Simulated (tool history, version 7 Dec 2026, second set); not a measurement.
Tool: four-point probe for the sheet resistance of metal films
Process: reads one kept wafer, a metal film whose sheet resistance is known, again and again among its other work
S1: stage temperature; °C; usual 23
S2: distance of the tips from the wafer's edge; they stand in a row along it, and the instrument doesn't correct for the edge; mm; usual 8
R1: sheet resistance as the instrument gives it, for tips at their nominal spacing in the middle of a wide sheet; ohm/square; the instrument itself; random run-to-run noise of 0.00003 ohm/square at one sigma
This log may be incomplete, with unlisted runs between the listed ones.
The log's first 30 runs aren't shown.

| run | hour | S1 | S2 | R1 |
|---|---|---|---|---|
| 31 | 1430.8 | 34 | 5 | 0.1463 |
| 32 | 1492 | 34 | 5 | 0.146295 |
| 33 | 1545.2 | 34 | 5 | 0.146238 |
| 34 | 1595.1 | 26 | 4 | 0.147294 |
| 35 | 1650.9 | 24 | 67 | 0.146215 |
| 36 | 1693.2 | 35 | 6 | 0.145909 |
| 37 | 1732.1 | 35 | 47 | 0.145423 |
| 38 | 1794.7 | 28 | 40 | 0.145942 |
| 39 | 1828.8 | 29 | 5 | 0.146587 |
| 40 | 1881.7 | 18 | 7 | 0.147003 |
| 41 | 1931.2 | 18 | 7 | 0.147031 |
| 42 | 1959.3 | 18 | 7 | 0.147018 |
| 43 | 2002.7 | 18 | 7 | 0.147048 |
| 44 | 2037.3 | 26 | 6 | 0.146558 |
| 45 | 2098.9 | 26 | 6 | 0.146485 |
| 46 | 2149.6 | 29 | 6 | 0.146188 |

Consider 3 possible next runs. They are alternatives, not a sequence: every one starts from the tool as it was left by run 46. What does each give?
| A | 2192.5 | 29 | 10 | ? |
| B | 2192.5 | 20 | 18 | ? |
| C | 2192.5 | 25 | 28 | ? |

| run | R1 |
|---|---|
| A | 0.145827 |
| B | 0.146449 |
| C | 0.146056 |
The same runs, with their run-to-run variation unchanged, on a tool lacking any hidden condition would have given:
| run | R1 |
|---|---|
| A | 0.146964 |
| B | 0.147587 |
| C | 0.147193 |
